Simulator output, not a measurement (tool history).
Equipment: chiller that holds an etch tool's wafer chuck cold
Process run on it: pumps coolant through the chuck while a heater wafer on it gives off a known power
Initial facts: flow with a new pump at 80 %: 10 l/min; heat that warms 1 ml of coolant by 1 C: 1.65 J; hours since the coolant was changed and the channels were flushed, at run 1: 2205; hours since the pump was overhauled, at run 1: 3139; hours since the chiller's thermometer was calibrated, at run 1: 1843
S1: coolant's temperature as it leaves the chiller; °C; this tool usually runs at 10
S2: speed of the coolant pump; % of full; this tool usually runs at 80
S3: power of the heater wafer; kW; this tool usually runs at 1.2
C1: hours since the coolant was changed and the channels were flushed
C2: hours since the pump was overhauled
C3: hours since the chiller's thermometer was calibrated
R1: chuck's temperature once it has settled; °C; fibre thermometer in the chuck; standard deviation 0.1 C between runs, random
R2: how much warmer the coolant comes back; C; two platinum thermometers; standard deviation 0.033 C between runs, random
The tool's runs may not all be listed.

run	hour	S1	S2	S3	C1	C2	C3	R1	R2
1	0	10	80	1.2	2205	3139	1843	19.1	4.36
2	69	10	80	1.459	2274	3208	1912	21.1	5.26
3	134.1	10	86	1.459	2339	3273	1977	20.4	4.84
4	190	10	82	1.459	2395	3329	2033	21	5.11
5	267	10	82	1.459	2472	3406	2110	21	5.1
6	351.4	10	82	1.459	2556	3490	2194	21	5.16
7	423.3	10	82	1.459	2628	3562	2266	20.9	5.11
8	492.6	10	66	1.459	2697	3631	2335	23.1	6.43
9	584	10	66	1.459	2789	3723	2427	23	6.45
10	648.5	10	66	1.459	2853	3787	2491	23.2	6.39
11	746.7	10	66	1.459	2951	3885	2589	23.1	6.39
12	786.4	10	80	0.719	2991	3925	2629	15.5	2.48
13	851.4	10	80	0.719	3056	3990	2694	15.4	2.42
14	921.8	6	80	1.2	3126	4061	2765	15.2	4.13
15	999.1	19	89	0.76	3204	4138	2842	24.4	2.26
16	1065.7	6	66	1.2	3270	4204	2908	16.8	5.15
17	1109.7	14	80	0.921	3314	4248	2952	21.1	3.15
18	1188.6	10	71	1.2	3393	4327	3031	20.1	4.74
19	1274.7	9	80	1.158	3479	4413	3117	17.8	3.98
20	1355.2	10	66	0.631	3560	4494	3198	15.8	2.55
21	1400.3	16	66	0.631	3605	4539	3243	21.7	2.53
22	1474.5	16	66	0.631	3679	4613	3317	21.7	2.54
23	1562.4	8	98	0.631	3767	4701	3405	12.2	1.53
24	1657	8	98	0.631	3862	4796	3500	12	1.56

Below are 5 alternative next runs, each starting from the tool's condition after run 24. Predict each:
A	1703.7	14	80	1.2	3908	4842	3546	?	?
B	1703.7	8	98	1.052	3908	4842	3546	?	?
C	1703.7	1	80	0.821	3908	4842	3546	?	?
D	1703.7	17	92	0.995	3908	4842	3546	?	?
E	1703.7	10	71	1.2	3908	4842	3546	?	?

run	R1	R2
A	23.1	4.08
B	14.8	2.74
C	7.3	2.69
D	23.8	2.78
E	20.1	4.65
The same runs, with their run-to-run variation unchanged, on a tool lacking any hidden condition would have given:
run	R1	R2
A	23.1	4.39
B	14.8	3.06
C	7.3	3.01
D	23.8	3.1
E	20.1	4.96

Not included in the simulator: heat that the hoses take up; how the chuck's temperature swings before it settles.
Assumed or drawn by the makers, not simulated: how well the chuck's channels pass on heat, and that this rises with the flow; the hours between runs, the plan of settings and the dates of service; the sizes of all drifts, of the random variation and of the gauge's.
